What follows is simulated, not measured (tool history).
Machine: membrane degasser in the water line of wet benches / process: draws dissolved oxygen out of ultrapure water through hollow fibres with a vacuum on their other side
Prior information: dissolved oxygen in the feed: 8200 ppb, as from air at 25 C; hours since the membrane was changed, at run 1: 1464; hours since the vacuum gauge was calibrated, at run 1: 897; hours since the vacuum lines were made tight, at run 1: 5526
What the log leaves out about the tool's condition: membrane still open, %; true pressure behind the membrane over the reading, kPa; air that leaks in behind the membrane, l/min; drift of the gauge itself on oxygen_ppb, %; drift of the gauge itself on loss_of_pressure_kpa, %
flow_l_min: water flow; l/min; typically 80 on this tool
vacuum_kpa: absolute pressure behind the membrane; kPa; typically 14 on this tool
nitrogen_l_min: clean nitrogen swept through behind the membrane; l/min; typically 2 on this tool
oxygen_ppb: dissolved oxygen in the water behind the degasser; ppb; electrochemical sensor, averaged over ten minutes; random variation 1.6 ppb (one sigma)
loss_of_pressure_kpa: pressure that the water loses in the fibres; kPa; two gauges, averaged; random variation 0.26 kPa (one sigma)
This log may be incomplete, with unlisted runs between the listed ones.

run   hour  flow_l_min  vacuum_kpa  nitrogen_l_min  hours since the membrane was changed  hours since the vacuum gauge was calibrated  hours since the vacuum lines were made tight  oxygen_ppb  loss_of_pressure_kpa
  1      0          80          14               2                                  1464                                          897                                          5526       812.4                 68.42
  2   30.3          80          14            2.97                                  1495                                          927                                          5556       603.1                 68.95
  3   54.9          80          14            2.97                                  1519                                          952                                          5581       604.3                 68.72
  4  106.9          80          14               2                                  1571                                         1004                                          5633         814                 68.88
  5  157.4          80          14               2                                  1622                                         1054                                          5683       813.9                 68.27
  6  204.9          80          14               2                                  1669                                         1102                                          5731       814.5                 68.35
  7  257.9          80        27.7               2                                  1722                                         1155                                          5783      1653.1                 68.46
  8  288.3          66        13.3            4.93                                  1752                                         1185                                          5814       311.3                  56.6
  9  324.9          66        13.3            4.93                                  1789                                         1222                                          5851       310.7                 56.23
 10  352.1          66        32.9            4.93                                  1816                                         1249                                          5878       841.9                 56.37
 11  379.4          66        32.9            4.93                                  1844                                         1276                                          5905       842.2                 56.37

Predict each of these 4 candidate next runs independently; none follows another, all start after run 11:
  A   404         102        31.1            5.85                                  1868                                         1301                                          5930           ?                     ?
  B   404         114        33.6               2                                  1868                                         1301                                          5930           ?                     ?
  C   404          80        24.4               2                                  1868                                         1301                                          5930           ?                     ?
  D   404         124          22            3.65                                  1868                                         1301                                          5930           ?                     ?

run  oxygen_ppb  loss_of_pressure_kpa
  A      1018.4                 87.07
  B      2479.3                 97.74
  C      1466.1                 68.78
  D      1225.4                106.15
With no hidden state in the tool, these same runs would have given:
run  oxygen_ppb  loss_of_pressure_kpa
  A      1018.2                 87.74
  B      2479.1                 98.49
  C      1465.9                  69.3
  D      1225.2                106.97
